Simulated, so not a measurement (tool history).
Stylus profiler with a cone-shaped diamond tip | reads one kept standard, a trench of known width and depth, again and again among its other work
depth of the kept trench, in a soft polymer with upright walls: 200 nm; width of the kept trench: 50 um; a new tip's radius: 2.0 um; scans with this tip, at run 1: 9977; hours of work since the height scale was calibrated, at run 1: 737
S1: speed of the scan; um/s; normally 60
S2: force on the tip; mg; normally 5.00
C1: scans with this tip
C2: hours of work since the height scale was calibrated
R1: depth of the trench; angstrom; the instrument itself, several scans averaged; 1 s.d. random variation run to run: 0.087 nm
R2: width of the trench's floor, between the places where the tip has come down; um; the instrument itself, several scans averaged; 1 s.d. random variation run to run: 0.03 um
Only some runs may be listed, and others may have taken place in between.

{"run": 1, "day": 0.0, "S1": 60, "S2": 5.0, "C1": 9977, "C2": 737, "R1": 2030.9, "R2": 47.34}
{"run": 2, "day": 3.875, "S1": 60, "S2": 5.0, "C1": 10244, "C2": 803, "R1": 2030.7, "R2": 47.34}
{"run": 3, "day": 7.317, "S1": 60, "S2": 5.0, "C1": 10482, "C2": 861, "R1": 2032.7, "R2": 47.4}
{"run": 4, "day": 9.821, "S1": 60, "S2": 5.0, "C1": 10655, "C2": 904, "R1": 2029.2, "R2": 47.31}
{"run": 5, "day": 13.433, "S1": 16, "S2": 5.0, "C1": 10904, "C2": 965, "R1": 2032.1, "R2": 47.46}
{"run": 6, "day": 15.433, "S1": 60, "S2": 13.99, "C1": 11043, "C2": 999, "R1": 2066.0, "R2": 47.43}
{"run": 7, "day": 18.062, "S1": 60, "S2": 10.16, "C1": 11224, "C2": 1044, "R1": 2053.3, "R2": 47.38}
{"run": 8, "day": 20.192, "S1": 60, "S2": 8.53, "C1": 11371, "C2": 1080, "R1": 2046.0, "R2": 47.33}
{"run": 9, "day": 23.917, "S1": 60, "S2": 8.53, "C1": 11628, "C2": 1143, "R1": 2044.0, "R2": 47.33}
{"run": 10, "day": 26.562, "S1": 60, "S2": 5.0, "C1": 11811, "C2": 1188, "R1": 2030.0, "R2": 47.26}
{"run": 11, "day": 29.812, "S1": 60, "S2": 2.22, "C1": 12036, "C2": 1243, "R1": 2014.8, "R2": 47.19}
{"run": 12, "day": 31.842, "S1": 111, "S2": 5.0, "C1": 12176, "C2": 1278, "R1": 2029.7, "R2": 46.97}
{"run": 13, "day": 34.7, "S1": 111, "S2": 5.0, "C1": 12373, "C2": 1326, "R1": 2028.3, "R2": 47.02}
{"run": 14, "day": 38.6, "S1": 111, "S2": 5.0, "C1": 12643, "C2": 1392, "R1": 2029.4, "R2": 47.02}
{"run": 15, "day": 40.417, "S1": 60, "S2": 5.0, "C1": 12768, "C2": 1423, "R1": 2029.5, "R2": 47.22}
{"run": 16, "day": 42.8, "S1": 60, "S2": 5.0, "C1": 12933, "C2": 1464, "R1": 2029.4, "R2": 47.18}
{"run": 17, "day": 46.5, "S1": 16, "S2": 5.0, "C1": 13188, "C2": 1526, "R1": 2026.6, "R2": 47.42}
{"run": 18, "day": 49.458, "S1": 16, "S2": 5.0, "C1": 13393, "C2": 1577, "R1": 2029.0, "R2": 47.35}
{"run": 19, "day": 52.038, "S1": 50, "S2": 5.0, "C1": 13571, "C2": 1620, "R1": 2028.7, "R2": 47.23}
{"day": 53.346, "done": "height scale calibrated on a step standard"}
{"run": 20, "day": 54.979, "S1": 50, "S2": 5.0, "C1": 13772, "C2": 28, "R1": 2035.5, "R2": 47.21}
{"run": 21, "day": 59.179, "S1": 60, "S2": 5.07, "C1": 14063, "C2": 99, "R1": 2033.9, "R2": 47.16}
{"run": 22, "day": 62.342, "S1": 60, "S2": 5.07, "C1": 14281, "C2": 153, "R1": 2034.3, "R2": 47.12}
{"run": 23, "day": 65.167, "S1": 60, "S2": 5.07, "C1": 14476, "C2": 201, "R1": 2033.3, "R2": 47.13}
{"run": 24, "day": 67.592, "S1": 60, "S2": 5.07, "C1": 14644, "C2": 242, "R1": 2033.0, "R2": 47.16}
{"run": 25, "day": 70.083, "S1": 160, "S2": 7.68, "C1": 14816, "C2": 284, "R1": 2045.6, "R2": 46.85}
{"run": 26, "day": 72.158, "S1": 50, "S2": 10.62, "C1": 14959, "C2": 319, "R1": 2055.7, "R2": 47.19}
{"run": 27, "day": 74.25, "S1": 45, "S2": 12.91, "C1": 15103, "C2": 355, "R1": 2062.4, "R2": 47.24}
{"run": 28, "day": 76.858, "S1": 133, "S2": 3.13, "C1": 15283, "C2": 399, "R1": 2023.3, "R2": 46.65}
{"run": 29, "day": 79.129, "S1": 162, "S2": 7.46, "C1": 15440, "C2": 438, "R1": 2042.9, "R2": 46.81}
{"run": 30, "day": 82.146, "S1": 43, "S2": 3.11, "C1": 15649, "C2": 489, "R1": 2022.6, "R2": 47.07}
{"run": 31, "day": 85.788, "S1": 43, "S2": 3.11, "C1": 15900, "C2": 551, "R1": 2022.7, "R2": 47.09}
{"run": 32, "day": 89.442, "S1": 43, "S2": 3.11, "C1": 16153, "C2": 613, "R1": 2021.6, "R2": 47.1}
{"run": 33, "day": 91.438, "S1": 43, "S2": 3.11, "C1": 16290, "C2": 646, "R1": 2021.5, "R2": 47.05}
{"run": 34, "day": 95.158, "S1": 23, "S2": 3.26, "C1": 16548, "C2": 710, "R1": 2022.2, "R2": 47.13}
{"run": 35, "day": 97.567, "S1": 160, "S2": 12.96, "C1": 16714, "C2": 750, "R1": 2062.3, "R2": 46.82}
{"run": 36, "day": 100.171, "S1": 160, "S2": 12.96, "C1": 16894, "C2": 795, "R1": 2062.2, "R2": 46.88}
{"run": 37, "day": 103.025, "S1": 23, "S2": 11.3, "C1": 17091, "C2": 843, "R1": 2053.8, "R2": 47.19}
{"run": 38, "day": 106.588, "S1": 23, "S2": 11.3, "C1": 17337, "C2": 904, "R1": 2055.5, "R2": 47.19}
{"run": 39, "day": 108.517, "S1": 23, "S2": 11.3, "C1": 17470, "C2": 936, "R1": 2056.1, "R2": 47.19}
{"run": 40, "day": 112.608, "S1": 46, "S2": 7.31, "C1": 17753, "C2": 1006, "R1": 2040.2, "R2": 47.09}
{"run": 41, "day": 116.579, "S1": 78, "S2": 2.91, "C1": 18027, "C2": 1073, "R1": 2018.6, "R2": 46.81}

Consider 4 possible next runs. They are alternatives, not a sequence: every one starts from the tool as it was left by run 41. What does each give?
{"run": "A", "day": 119.983, "S1": 60, "S2": 3.08, "C1": 18262, "C2": 1131, "R1": "?", "R2": "?"}
{"run": "B", "day": 119.983, "S1": 27, "S2": 1.95, "C1": 18262, "C2": 1131, "R1": "?", "R2": "?"}
{"run": "C", "day": 119.983, "S1": 197, "S2": 12.5, "C1": 18262, "C2": 1131, "R1": "?", "R2": "?"}
{"run": "D", "day": 119.983, "S1": 167, "S2": 4.52, "C1": 18262, "C2": 1131, "R1": "?", "R2": "?"}

run=A R1=2019.1 R2=46.87
run=B R1=2012.6 R2=47.03
run=C R1=2059.3 R2=46.66
run=D R1=2026.4 R2=46.44
What these runs would have given with no unlogged condition in the tool:
run=A R1=2025.2 R2=47.92
run=B R1=2018.6 R2=48.08
run=C R1=2065.5 R2=47.70
run=D R1=2032.5 R2=47.48

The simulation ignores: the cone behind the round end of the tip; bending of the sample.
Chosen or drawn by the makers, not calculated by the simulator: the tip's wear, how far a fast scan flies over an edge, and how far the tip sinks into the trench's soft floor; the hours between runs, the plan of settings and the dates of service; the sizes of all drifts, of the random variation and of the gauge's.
